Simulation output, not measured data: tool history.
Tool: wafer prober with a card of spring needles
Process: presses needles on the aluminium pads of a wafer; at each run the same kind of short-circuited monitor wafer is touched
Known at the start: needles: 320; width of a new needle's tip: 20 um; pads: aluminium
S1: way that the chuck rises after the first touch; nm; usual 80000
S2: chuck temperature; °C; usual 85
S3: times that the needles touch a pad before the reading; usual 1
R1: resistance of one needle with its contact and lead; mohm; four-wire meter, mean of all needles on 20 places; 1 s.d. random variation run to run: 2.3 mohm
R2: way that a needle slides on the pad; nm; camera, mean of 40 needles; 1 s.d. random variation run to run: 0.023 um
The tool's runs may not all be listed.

Run 1, hour 0.0: usual settings. Result: R1 274 mohm, R2 15270 nm.
Run 2, hour 44.7: usual settings. Result: R1 386 mohm, R2 15330 nm.
Run 3, hour 75.2: usual settings. Result: R1 295 mohm, R2 15270 nm.
Run 4, hour 119.7: usual settings but S1 78000 nm. Result: R1 389 mohm, R2 14850 nm.
Run 5, hour 162.0: usual settings but S1 78000 nm. Result: R1 420 mohm, R2 14810 nm.
Run 6, hour 181.8: usual settings. Result: R1 410 mohm, R2 15170 nm.
Run 7, hour 212.8: usual settings but S2 75 °C, S3 2. Result: R1 324 mohm, R2 14990 nm.
Run 8, hour 235.5: usual settings but S1 78000 nm, S2 110 °C. Result: R1 421 mohm, R2 14600 nm.
Run 9, hour 266.5: usual settings but S1 97000 nm, S2 64 °C. Result: R1 317 mohm, R2 18320 nm.
Run 10, hour 299.8: usual settings but S3 3. Result: R1 274 mohm, R2 15020 nm.
Run 11, hour 338.1: usual settings but S1 68000 nm. Result: R1 312 mohm, R2 13180 nm.

Not shown here: 20 entries made in the log between runs. Locate each between two listed runs and compare the hidden state at the listed run before it with the hidden state at the listed run after it:
Runs 1 to 2: tips cleaned on abrasive film (hour 17.4); tips cleaned on abrasive film (hour 35.9)
  debris on the tips, nm: 9.3 -> 143; way that the needles fall short of the set height, um: 1.23 -> 1.42; tips' diameter, um: 21.14 -> 21.21
  what was measured, less what the result would be without the hidden state, R1: +9 -> +120 mohm; R2: -230 -> -280 nm
Runs 2 to 3: tips cleaned on abrasive film (hour 55.5); tips cleaned on abrasive film (hour 74.1)
  debris on the tips, nm: 143 -> 32.8; way that the needles fall short of the set height, um: 1.42 -> 1.58; tips' diameter, um: 21.21 -> 21.27
  what was measured, less what the result would be without the hidden state, R1: +120 -> +29 mohm; R2: -280 -> -310 nm
Runs 3 to 4: tips cleaned on abrasive film (hour 93.3); tips cleaned on abrasive film (hour 112.6)
  debris on the tips, nm: 32.8 -> 135.6; way that the needles fall short of the set height, um: 1.58 -> 1.74; tips' diameter, um: 21.27 -> 21.32
  what was measured, less what the result would be without the hidden state, R1: +29 -> +123 mohm; R2: -310 -> -340 nm
Runs 4 to 5: tips cleaned on abrasive film (hour 131.6); tips cleaned on abrasive film (hour 149.4)
  debris on the tips, nm: 135.6 -> 169.9; way that the needles fall short of the set height, um: 1.74 -> 1.88; tips' diameter, um: 21.32 -> 21.37
  what was measured, less what the result would be without the hidden state, R1: +123 -> +154 mohm; R2: -340 -> -370 nm
Runs 5 to 6: tips cleaned on abrasive film (hour 169.3)
  debris on the tips, nm: 169.9 -> 164; way that the needles fall short of the set height, um: 1.88 -> 1.96; tips' diameter, um: 21.37 -> 21.4
  what was measured, less what the result would be without the hidden state, R1: +154 -> +144 mohm; R2: -370 -> -380 nm
Runs 6 to 7: tips cleaned on abrasive film (hour 188.1); height of the first contact set anew (hour 190.6); tips cleaned on abrasive film (hour 206.9)
  debris on the tips, nm: 164 -> 115.2; way that the needles fall short of the set height, um: 1.96 -> 2.78; tips' diameter, um: 21.4 -> 21.46
  what was measured, less what the result would be without the hidden state, R1: +144 -> +64 mohm; R2: -380 -> -540 nm
Runs 7 to 8: tips cleaned on abrasive film (hour 225.3)
  debris on the tips, nm: 115.2 -> 162.9; way that the needles fall short of the set height, um: 2.78 -> 2.88; tips' diameter, um: 21.46 -> 21.5
  what was measured, less what the result would be without the hidden state, R1: +64 -> +148 mohm; R2: -540 -> -560 nm
Runs 8 to 9: tips cleaned on abrasive film (hour 244.5); tips cleaned on abrasive film (hour 262.4)
  debris on the tips, nm: 162.9 -> 101; way that the needles fall short of the set height, um: 2.88 -> 3.04; tips' diameter, um: 21.5 -> 21.55
  what was measured, less what the result would be without the hidden state, R1: +148 -> +66 mohm; R2: -560 -> -590 nm
Runs 9 to 10: tips cleaned on abrasive film (hour 281.1); tips cleaned on abrasive film (hour 299.7)
  debris on the tips, nm: 101 -> 20; way that the needles fall short of the set height, um: 3.04 -> 3.24; tips' diameter, um: 21.55 -> 21.62
  what was measured, less what the result would be without the hidden state, R1: +66 -> +10 mohm; R2: -590 -> -630 nm
Runs 10 to 11: height of the first contact set anew, once more (hour 308.4); tips cleaned on abrasive film (hour 318.2); tips cleaned on abrasive film (hour 337.3)
  debris on the tips, nm: 20 -> 36.8; way that the needles fall short of the set height, um: 3.24 -> 0.14; tips' diameter, um: 21.62 -> 21.67
  what was measured, less what the result would be without the hidden state, R1: +10 -> +44 mohm; R2: -630 -> -30 nm
